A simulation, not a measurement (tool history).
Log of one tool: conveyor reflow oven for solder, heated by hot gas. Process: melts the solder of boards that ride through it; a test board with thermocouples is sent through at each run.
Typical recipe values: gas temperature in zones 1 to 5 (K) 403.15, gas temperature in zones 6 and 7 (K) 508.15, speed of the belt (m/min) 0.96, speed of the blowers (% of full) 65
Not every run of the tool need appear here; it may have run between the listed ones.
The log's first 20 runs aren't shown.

run   hour  gas temperature in zones 1 to 5 (K)  gas temperature in zones 6 and 7 (K)  speed of the belt (m/min)  speed of the blowers (% of full)  highest temperature of the board (K)  time above the solder's melting point (s)
 21  517.8                               403.15                                508.15                      1.002                                65                                476.25                                       23.4
 22  544.6                               389.15                                497.15                        0.8                                57                                469.75                                         21
 23  568.6                               389.15                                497.15                        0.8                                57                                469.05                                       20.4
     578.6  -- flux residue cleaned out of gas plates and filters
 24  589.7                               407.15                                508.15                       0.96                                68                                482.75                                       31.3
 25    610                               417.15                                507.15                      0.988                                51                                474.75                                       25.4
 26  638.3                               394.15                                500.15                       0.96                                65                                471.65                                       19.9
     645.4  -- thermocouples of zones 6 and 7 changed
 27  670.7                               394.15                                500.15                       0.96                                65                                473.65                                       21.6
 28  691.8                               394.15                                500.15                       0.96                                65                                473.25                                       21.4
 29  707.6                               413.15                                512.15                       0.96                                59                                484.85                                       33.3
 30  729.9                               416.15                                512.15                      1.141                                57                                476.05                                       22.2

Here are 5 independent what-if runs from the current tool condition. What would each one return?
  A   755                               416.15                                518.15                      0.928                                57                                     ?                                          ?
  B   755                               404.15                                502.15                       0.96                                88                                     ?                                          ?
  C   755                               398.15                                512.15                      1.141                                60                                     ?                                          ?
  D   755                               402.15                                516.15                      0.986                                57                                     ?                                          ?
  E   755                               416.15                                515.15                      1.141                                69                                     ?                                          ?

run  highest temperature of the board (K)  time above the solder's melting point (s)
  A                                490.25                                       38.7
  B                                484.85                                       32.8
  C                                471.95                                       16.4
  D                                481.75                                         28
  E                                484.05                                       28.5
With no hidden state in the tool, these same runs would have given:
run  highest temperature of the board (K)  time above the solder's melting point (s)
  A                                491.35                                       39.2
  B                                486.15                                       33.7
  C                                473.45                                       17.6
  D                                483.05                                       28.8
  E                                485.55                                       29.3

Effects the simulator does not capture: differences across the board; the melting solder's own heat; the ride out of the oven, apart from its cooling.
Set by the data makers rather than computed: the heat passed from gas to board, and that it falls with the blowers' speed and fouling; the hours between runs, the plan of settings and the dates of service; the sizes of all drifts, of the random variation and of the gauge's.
